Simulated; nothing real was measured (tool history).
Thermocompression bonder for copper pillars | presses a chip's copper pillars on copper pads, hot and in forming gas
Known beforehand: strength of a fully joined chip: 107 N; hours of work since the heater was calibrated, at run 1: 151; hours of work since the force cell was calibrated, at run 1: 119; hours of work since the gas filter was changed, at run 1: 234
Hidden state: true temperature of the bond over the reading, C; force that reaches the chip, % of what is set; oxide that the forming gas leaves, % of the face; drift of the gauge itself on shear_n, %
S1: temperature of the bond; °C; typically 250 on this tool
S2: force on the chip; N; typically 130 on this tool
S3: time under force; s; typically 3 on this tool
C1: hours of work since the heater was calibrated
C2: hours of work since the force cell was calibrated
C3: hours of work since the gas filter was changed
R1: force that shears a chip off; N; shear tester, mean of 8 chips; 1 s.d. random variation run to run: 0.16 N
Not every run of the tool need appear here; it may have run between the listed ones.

run 1 hour=0.0 | S1=250 S2=130 S3=3 | C1=151 C2=119 C3=234 | R1=55.5
run 2 hour=4.7 | S1=250 S2=191 S3=3 | C1=155 C2=123 C3=238 | R1=67.9
run 3 hour=10.5 | S1=250 S2=191 S3=3 | C1=159 C2=127 C3=242 | R1=67.8
run 4 hour=18.0 | S1=250 S2=191 S3=3 | C1=165 C2=133 C3=248 | R1=67.9
run 5 hour=22.7 | S1=250 S2=191 S3=3 | C1=168 C2=136 C3=252 | R1=68.2
run 6 hour=28.3 | S1=250 S2=130 S3=3 | C1=173 C2=141 C3=256 | R1=55.0
run 7 hour=35.7 | S1=250 S2=171 S3=3 | C1=178 C2=146 C3=262 | R1=64.3
run 8 hour=41.8 | S1=250 S2=82 S3=3 | C1=183 C2=151 C3=266 | R1=41.6
run 9 hour=47.2 | S1=250 S2=82 S3=3 | C1=187 C2=155 C3=270 | R1=41.4
run 10 hour=55.5 | S1=250 S2=82 S3=3 | C1=193 C2=161 C3=277 | R1=41.3
run 11 hour=66.7 | S1=250 S2=82 S3=3 | C1=202 C2=170 C3=285 | R1=41.7
run 12 hour=71.6 | S1=250 S2=82 S3=3 | C1=206 C2=174 C3=289 | R1=41.8
run 13 hour=78.5 | S1=250 S2=130 S3=3 | C1=211 C2=179 C3=294 | R1=55.5
run 14 hour=83.5 | S1=250 S2=130 S3=3 | C1=215 C2=183 C3=298 | R1=55.4
run 15 hour=88.2 | S1=250 S2=130 S3=3 | C1=218 C2=186 C3=302 | R1=55.2
run 16 hour=99.6 | S1=263 S2=130 S3=3 | C1=227 C2=195 C3=310 | R1=63.1
run 17 hour=108.2 | S1=250 S2=130 S3=3 | C1=234 C2=202 C3=317 | R1=55.3
run 18 hour=113.4 | S1=241 S2=130 S3=3 | C1=238 C2=206 C3=321 | R1=50.1
run 19 hour=120.5 | S1=241 S2=130 S3=3 | C1=243 C2=211 C3=326 | R1=49.8
run 20 hour=126.0 | S1=241 S2=130 S3=3 | C1=247 C2=215 C3=331 | R1=49.8
run 21 hour=136.3 | S1=240 S2=141 S3=3 | C1=255 C2=223 C3=338 | R1=52.0
run 22 hour=144.2 | S1=240 S2=141 S3=3 | C1=261 C2=229 C3=345 | R1=51.7
run 23 hour=153.5 | S1=240 S2=141 S3=3 | C1=268 C2=236 C3=352 | R1=51.9
run 24 hour=161.2 | S1=247 S2=78 S3=3 | C1=274 C2=242 C3=357 | R1=38.8
run 25 hour=169.8 | S1=242 S2=116 S3=3 | C1=281 C2=249 C3=364 | R1=47.0
run 26 hour=179.9 | S1=271 S2=110 S3=2 | C1=288 C2=256 C3=372 | R1=54.7
run 27 hour=186.5 | S1=271 S2=110 S3=2 | C1=294 C2=261 C3=377 | R1=54.5
run 28 hour=194.2 | S1=271 S2=110 S3=2 | C1=299 C2=267 C3=383 | R1=54.3
run 29 hour=202.0 | S1=274 S2=122 S3=5 | C1=305 C2=273 C3=389 | R1=76.6
run 30 hour=210.9 | S1=274 S2=122 S3=5 | C1=312 C2=280 C3=396 | R1=76.8
run 31 hour=218.6 | S1=274 S2=151 S3=8 | C1=318 C2=286 C3=401 | R1=90.1
run 32 hour=227.6 | S1=223 S2=138 S3=3 | C1=325 C2=293 C3=408 | R1=41.0
run 33 hour=235.1 | S1=276 S2=137 S3=2 | C1=331 C2=299 C3=414 | R1=64.8
run 34 hour=244.4 | S1=271 S2=130 S3=3 | C1=338 C2=306 C3=421 | R1=67.6
run 35 hour=253.1 | S1=251 S2=130 S3=3 | C1=344 C2=312 C3=428 | R1=55.9
run 36 hour=259.6 | S1=250 S2=160 S3=6 | C1=349 C2=317 C3=433 | R1=74.8
run 37 hour=266.5 | S1=237 S2=160 S3=6 | C1=355 C2=323 C3=438 | R1=66.6
run 38 hour=275.2 | S1=237 S2=160 S3=6 | C1=361 C2=329 C3=445 | R1=66.6
run 39 hour=286.1 | S1=275 S2=135 S3=8 | C1=370 C2=338 C3=453 | R1=87.8
run 40 hour=294.9 | S1=266 S2=103 S3=3 | C1=376 C2=344 C3=460 | R1=57.2

Alternative continuations, all from the tool just after run 40; predict every row:
run A hour=301.7 | S1=260 S2=185 S3=8 | C1=382 C2=349 C3=465 | R1=?
run B hour=301.7 | S1=273 S2=121 S3=8 | C1=382 C2=349 C3=465 | R1=?
run C hour=301.7 | S1=250 S2=130 S3=8 | C1=382 C2=349 C3=465 | R1=?
run D hour=301.7 | S1=250 S2=149 S3=3 | C1=382 C2=349 C3=465 | R1=?

run=A R1=88.7
run=B R1=84.0
run=C R1=73.6
run=D R1=59.5
Stripped of hidden state, with their random variation kept, the same runs would have yielded:
run=A R1=91.4
run=B R1=86.5
run=C R1=75.3
run=D R1=60.6

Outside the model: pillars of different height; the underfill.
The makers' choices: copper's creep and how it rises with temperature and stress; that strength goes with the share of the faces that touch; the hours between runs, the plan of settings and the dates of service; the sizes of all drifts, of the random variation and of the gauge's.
